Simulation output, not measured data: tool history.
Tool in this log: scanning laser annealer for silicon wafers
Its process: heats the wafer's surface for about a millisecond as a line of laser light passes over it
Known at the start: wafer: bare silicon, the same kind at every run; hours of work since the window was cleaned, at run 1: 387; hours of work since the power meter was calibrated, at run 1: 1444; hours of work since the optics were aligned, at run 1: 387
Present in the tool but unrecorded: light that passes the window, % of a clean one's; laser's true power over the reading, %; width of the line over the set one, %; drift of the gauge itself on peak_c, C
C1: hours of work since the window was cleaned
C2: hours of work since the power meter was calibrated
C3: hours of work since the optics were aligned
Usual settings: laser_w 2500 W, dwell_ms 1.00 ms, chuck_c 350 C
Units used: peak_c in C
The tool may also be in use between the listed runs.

{"run": 1, "hour": 0.0, "laser_w": 2500, "dwell_ms": 1.0, "chuck_c": 350, "C1": 387, "C2": 1444, "C3": 387, "peak_c": 1125}
{"hour": 43.4, "done": "window over the wafer cleaned"}
{"run": 2, "hour": 87.9, "laser_w": 2500, "dwell_ms": 1.0, "chuck_c": 350, "C1": 31, "C2": 1504, "C3": 447, "peak_c": 1124}
{"run": 3, "hour": 140.9, "laser_w": 2500, "dwell_ms": 1.0, "chuck_c": 350, "C1": 68, "C2": 1540, "C3": 484, "peak_c": 1122}
{"run": 4, "hour": 227.6, "laser_w": 2500, "dwell_ms": 1.0, "chuck_c": 350, "C1": 128, "C2": 1600, "C3": 544, "peak_c": 1123}
{"run": 5, "hour": 286.3, "laser_w": 2500, "dwell_ms": 1.0, "chuck_c": 350, "C1": 168, "C2": 1641, "C3": 584, "peak_c": 1122}
{"run": 6, "hour": 380.1, "laser_w": 2500, "dwell_ms": 1.0, "chuck_c": 350, "C1": 233, "C2": 1706, "C3": 649, "peak_c": 1124}
{"run": 7, "hour": 458.4, "laser_w": 2500, "dwell_ms": 1.0, "chuck_c": 350, "C1": 287, "C2": 1760, "C3": 703, "peak_c": 1125}
{"run": 8, "hour": 520.4, "laser_w": 2500, "dwell_ms": 1.08, "chuck_c": 350, "C1": 330, "C2": 1803, "C3": 746, "peak_c": 1151}
{"run": 9, "hour": 569.0, "laser_w": 2500, "dwell_ms": 1.08, "chuck_c": 350, "C1": 364, "C2": 1837, "C3": 780, "peak_c": 1152}
{"hour": 647.4, "done": "window over the wafer cleaned"}
{"run": 10, "hour": 661.6, "laser_w": 2742, "dwell_ms": 1.08, "chuck_c": 350, "C1": 10, "C2": 1899, "C3": 843, "peak_c": 1239}
{"hour": 726.0, "done": "optics aligned, line set to its width"}
{"run": 11, "hour": 751.5, "laser_w": 2742, "dwell_ms": 1.08, "chuck_c": 350, "C1": 69, "C2": 1958, "C3": 18, "peak_c": 1242}
{"run": 12, "hour": 832.5, "laser_w": 2500, "dwell_ms": 1.0, "chuck_c": 350, "C1": 125, "C2": 2014, "C3": 74, "peak_c": 1127}
{"run": 13, "hour": 896.6, "laser_w": 2500, "dwell_ms": 1.0, "chuck_c": 350, "C1": 169, "C2": 2059, "C3": 118, "peak_c": 1123}
{"run": 14, "hour": 950.1, "laser_w": 2500, "dwell_ms": 1.0, "chuck_c": 350, "C1": 206, "C2": 2096, "C3": 155, "peak_c": 1125}
{"run": 15, "hour": 994.3, "laser_w": 2500, "dwell_ms": 1.0, "chuck_c": 350, "C1": 237, "C2": 2126, "C3": 186, "peak_c": 1124}
{"run": 16, "hour": 1070.0, "laser_w": 2500, "dwell_ms": 1.0, "chuck_c": 322, "C1": 289, "C2": 2179, "C3": 238, "peak_c": 1094}
{"run": 17, "hour": 1140.0, "laser_w": 2500, "dwell_ms": 1.0, "chuck_c": 348, "C1": 337, "C2": 2227, "C3": 287, "peak_c": 1122}
{"run": 18, "hour": 1213.1, "laser_w": 2500, "dwell_ms": 1.0, "chuck_c": 348, "C1": 388, "C2": 2278, "C3": 337, "peak_c": 1121}
{"hour": 1257.1, "done": "window over the wafer cleaned"}
{"run": 19, "hour": 1290.0, "laser_w": 2500, "dwell_ms": 1.16, "chuck_c": 348, "C1": 23, "C2": 2330, "C3": 389, "peak_c": 1176}
{"run": 20, "hour": 1361.8, "laser_w": 2500, "dwell_ms": 1.0, "chuck_c": 350, "C1": 72, "C2": 2379, "C3": 439, "peak_c": 1124}
{"run": 21, "hour": 1435.8, "laser_w": 2500, "dwell_ms": 1.0, "chuck_c": 350, "C1": 124, "C2": 2431, "C3": 490, "peak_c": 1125}
{"run": 22, "hour": 1519.2, "laser_w": 2478, "dwell_ms": 1.03, "chuck_c": 377, "C1": 181, "C2": 2488, "C3": 548, "peak_c": 1156}
{"run": 23, "hour": 1588.2, "laser_w": 2353, "dwell_ms": 1.0, "chuck_c": 373, "C1": 229, "C2": 2536, "C3": 595, "peak_c": 1093}
{"run": 24, "hour": 1682.0, "laser_w": 2353, "dwell_ms": 1.0, "chuck_c": 373, "C1": 294, "C2": 2601, "C3": 660, "peak_c": 1097}
{"run": 25, "hour": 1776.8, "laser_w": 2347, "dwell_ms": 0.86, "chuck_c": 337, "C1": 360, "C2": 2667, "C3": 726, "peak_c": 1008}
{"hour": 1860.4, "done": "window over the wafer cleaned"}
{"run": 26, "hour": 1863.0, "laser_w": 2568, "dwell_ms": 1.0, "chuck_c": 374, "C1": 2, "C2": 2725, "C3": 784, "peak_c": 1171}
{"run": 27, "hour": 1946.2, "laser_w": 2223, "dwell_ms": 1.1, "chuck_c": 380, "C1": 59, "C2": 2782, "C3": 842, "peak_c": 1088}
{"hour": 2006.6, "done": "optics aligned, line set to its width"}
{"run": 28, "hour": 2033.7, "laser_w": 2579, "dwell_ms": 1.13, "chuck_c": 377, "C1": 116, "C2": 2840, "C3": 19, "peak_c": 1226}
{"run": 29, "hour": 2090.8, "laser_w": 2579, "dwell_ms": 1.07, "chuck_c": 377, "C1": 156, "C2": 2879, "C3": 58, "peak_c": 1206}
{"run": 30, "hour": 2148.0, "laser_w": 2535, "dwell_ms": 1.06, "chuck_c": 313, "C1": 196, "C2": 2919, "C3": 98, "peak_c": 1121}
{"run": 31, "hour": 2228.3, "laser_w": 2500, "dwell_ms": 1.0, "chuck_c": 352, "C1": 251, "C2": 2974, "C3": 153, "peak_c": 1125}
{"run": 32, "hour": 2307.4, "laser_w": 2500, "dwell_ms": 1.0, "chuck_c": 352, "C1": 306, "C2": 3029, "C3": 208, "peak_c": 1124}
{"run": 33, "hour": 2381.4, "laser_w": 2500, "dwell_ms": 1.0, "chuck_c": 347, "C1": 357, "C2": 3080, "C3": 259, "peak_c": 1119}
{"run": 34, "hour": 2430.9, "laser_w": 2500, "dwell_ms": 1.04, "chuck_c": 369, "C1": 391, "C2": 3114, "C3": 294, "peak_c": 1157}
{"hour": 2470.7, "done": "window over the wafer cleaned"}
{"run": 35, "hour": 2490.7, "laser_w": 2500, "dwell_ms": 1.04, "chuck_c": 369, "C1": 14, "C2": 3154, "C3": 334, "peak_c": 1159}
{"run": 36, "hour": 2583.5, "laser_w": 2205, "dwell_ms": 0.9, "chuck_c": 373, "C1": 78, "C2": 3219, "C3": 398, "peak_c": 1014}
{"run": 37, "hour": 2649.8, "laser_w": 2205, "dwell_ms": 0.9, "chuck_c": 373, "C1": 124, "C2": 3265, "C3": 444, "peak_c": 1013}
{"run": 38, "hour": 2731.8, "laser_w": 2696, "dwell_ms": 0.94, "chuck_c": 338, "C1": 181, "C2": 3321, "C3": 501, "peak_c": 1154}
{"run": 39, "hour": 2793.2, "laser_w": 2696, "dwell_ms": 0.94, "chuck_c": 338, "C1": 223, "C2": 3364, "C3": 543, "peak_c": 1157}
{"hour": 2829.4, "done": "laser's power meter calibrated"}
{"run": 40, "hour": 2862.7, "laser_w": 2500, "dwell_ms": 1.0, "chuck_c": 357, "C1": 269, "C2": 23, "C3": 589, "peak_c": 1132}
{"run": 41, "hour": 2938.3, "laser_w": 2500, "dwell_ms": 1.0, "chuck_c": 357, "C1": 322, "C2": 75, "C3": 641, "peak_c": 1130}

Consider 3 possible next runs. They are alternatives, not a sequence: every one starts from the tool as it was left by run 41. What does each give?
{"run": "A", "hour": 3001.4, "laser_w": 2329, "dwell_ms": 1.0, "chuck_c": 340, "C1": 365, "C2": 119, "C3": 685, "peak_c": "?"}
{"run": "B", "hour": 3001.4, "laser_w": 2214, "dwell_ms": 1.03, "chuck_c": 370, "C1": 365, "C2": 119, "C3": 685, "peak_c": "?"}
{"run": "C", "hour": 3001.4, "laser_w": 2500, "dwell_ms": 0.95, "chuck_c": 354, "C1": 365, "C2": 119, "C3": 685, "peak_c": "?"}

run=A peak_c=1055
run=B peak_c=1053
run=C peak_c=1106
Take away the tool's hidden state, keep each run's random variation, and the runs would have read:
run=A peak_c=1056
run=B peak_c=1054
run=C peak_c=1108
